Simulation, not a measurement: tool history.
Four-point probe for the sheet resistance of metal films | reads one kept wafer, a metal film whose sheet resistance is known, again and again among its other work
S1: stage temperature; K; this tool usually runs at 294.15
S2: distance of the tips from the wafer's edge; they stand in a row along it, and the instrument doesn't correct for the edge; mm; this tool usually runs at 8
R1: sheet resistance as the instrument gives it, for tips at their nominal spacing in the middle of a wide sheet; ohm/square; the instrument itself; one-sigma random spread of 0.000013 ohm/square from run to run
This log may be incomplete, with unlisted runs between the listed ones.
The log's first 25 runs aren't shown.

run	hour	S1	S2	R1
26	602.5	301.15	14	0.064856
27	618.7	297.15	44	0.064826
28	637.5	297.15	44	0.064804
29	670.9	294.15	20	0.064976
30	696.3	294.15	20	0.064969
31	726.3	294.15	20	0.064991
32	742.7	294.15	20	0.064964
33	758.9	296.15	11	0.065122
34	782.9	306.15	8	0.065066
35	806.5	298.15	17	0.064847
36	840.5	294.15	24	0.064922
37	860.8	294.15	24	0.064905
38	888.6	295.15	8	0.065364
39	908.8	304.15	3	0.068176
40	943.1	303.15	12	0.064834
41	960.2	303.15	12	0.064867
42	988.2	306.15	25	0.064560
43	1007.2	306.15	25	0.064570
44	1038.8	294.15	3	0.068487
45	1063.6	296.15	6	0.065732
46	1092.8	292.15	38	0.064930

Predict each of these 3 candidate next runs independently; none follows another, all start after run 46:
A	1118.9	294.15	5	?
B	1118.9	294.15	8	?
C	1118.9	293.15	4	?

run	R1
A	0.066193
B	0.065384
C	0.066996
The same runs, with their run-to-run variation unchanged, on a tool lacking any hidden condition would have given:
run	R1
A	0.066106
B	0.065298
C	0.066908

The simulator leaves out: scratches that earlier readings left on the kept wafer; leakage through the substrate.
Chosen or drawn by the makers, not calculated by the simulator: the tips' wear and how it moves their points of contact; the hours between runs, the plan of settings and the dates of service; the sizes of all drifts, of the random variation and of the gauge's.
